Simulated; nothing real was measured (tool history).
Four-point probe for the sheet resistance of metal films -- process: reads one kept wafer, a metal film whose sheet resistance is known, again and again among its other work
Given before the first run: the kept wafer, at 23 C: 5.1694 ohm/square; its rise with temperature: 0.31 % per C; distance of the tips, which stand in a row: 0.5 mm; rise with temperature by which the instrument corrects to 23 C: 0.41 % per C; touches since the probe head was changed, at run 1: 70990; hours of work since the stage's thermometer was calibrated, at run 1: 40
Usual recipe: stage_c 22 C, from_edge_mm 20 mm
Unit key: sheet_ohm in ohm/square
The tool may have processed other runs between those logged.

| run | hour | stage_c | from_edge_mm | touches since the probe head was changed | hours of work since the stage's thermometer was calibrated | sheet_ohm |
|---|---|---|---|---|---|---|
| 1 | 0 | 22 | 20 | 70990 | 40 | 5.174798 |
| 2 | 61.2 | 22 | 39 | 73606 | 71 | 5.173003 |
| 3 | 123.1 | 22 | 20 | 76251 | 103 | 5.171839 |
| 4 | 167.1 | 22 | 20 | 78134 | 125 | 5.171167 |
| 5 | 244.9 | 22 | 20 | 81458 | 164 | 5.172498 |
| 6 | 300.4 | 22 | 20 | 83832 | 192 | 5.170941 |
| 7 | 368.4 | 22 | 20 | 86740 | 227 | 5.168181 |
| 8 | 409.9 | 22 | 20 | 88514 | 247 | 5.167775 |
| 9 | 489.2 | 22 | 20 | 91903 | 288 | 5.167587 |
| 10 | 537.7 | 22 | 20 | 93974 | 312 | 5.167696 |
| 11 | 613 | 22 | 20 | 97195 | 350 | 5.166179 |
|  | 618.1 | stage's thermometer calibrated |
| 12 | 656.6 | 22 | 20 | 99036 | 19 | 5.1658 |
| 13 | 739.6 | 34 | 20 | 102586 | 61 | 5.104497 |
| 14 | 788 | 34 | 20 | 104654 | 86 | 5.10494 |
| 15 | 824.5 | 20 | 25 | 106215 | 104 | 5.175116 |
|  | 886.7 | stage's thermometer calibrated, once more |
| 16 | 899.5 | 28 | 53 | 109399 | 6 | 5.127404 |
| 17 | 936.7 | 20 | 8 | 110992 | 25 | 5.177263 |
| 18 | 1025.9 | 20 | 8 | 114802 | 70 | 5.178068 |
| 19 | 1106.8 | 30 | 4 | 118261 | 111 | 5.159398 |
| 20 | 1191.3 | 23 | 13 | 121873 | 154 | 5.155888 |
| 21 | 1235.6 | 27 | 20 | 123767 | 176 | 5.129506 |
| 22 | 1280.7 | 21 | 5 | 125696 | 199 | 5.187902 |
| 23 | 1322.2 | 20 | 6 | 127470 | 220 | 5.183586 |
|  | 1406.4 | new probe head fitted |
| 24 | 1413.2 | 21 | 59 | 292 | 265 | 5.177962 |
| 25 | 1463.3 | 21 | 59 | 2434 | 291 | 5.177527 |
| 26 | 1510.9 | 22 | 13 | 4467 | 315 | 5.175925 |
| 27 | 1560.5 | 25 | 5 | 6586 | 340 | 5.181944 |
| 28 | 1641 | 19 | 3 | 10031 | 380 | 5.262056 |

Predict each of these 4 candidate next runs independently; none follows another, all start after run 28:
| A | 1678 | 22 | 4 | 11609 | 399 | ? |
| B | 1678 | 34 | 29 | 11609 | 399 | ? |
| C | 1678 | 35 | 7 | 11609 | 399 | ? |
| D | 1678 | 25 | 4 | 11609 | 399 | ? |

| run | sheet_ohm |
|---|---|
| A | 5.212577 |
| B | 5.106299 |
| C | 5.118517 |
| D | 5.193652 |
The same runs, with their run-to-run variation unchanged, on a tool lacking any hidden condition would have given:
| run | sheet_ohm |
|---|---|
| A | 5.218713 |
| B | 5.112336 |
| C | 5.124569 |
| D | 5.199772 |
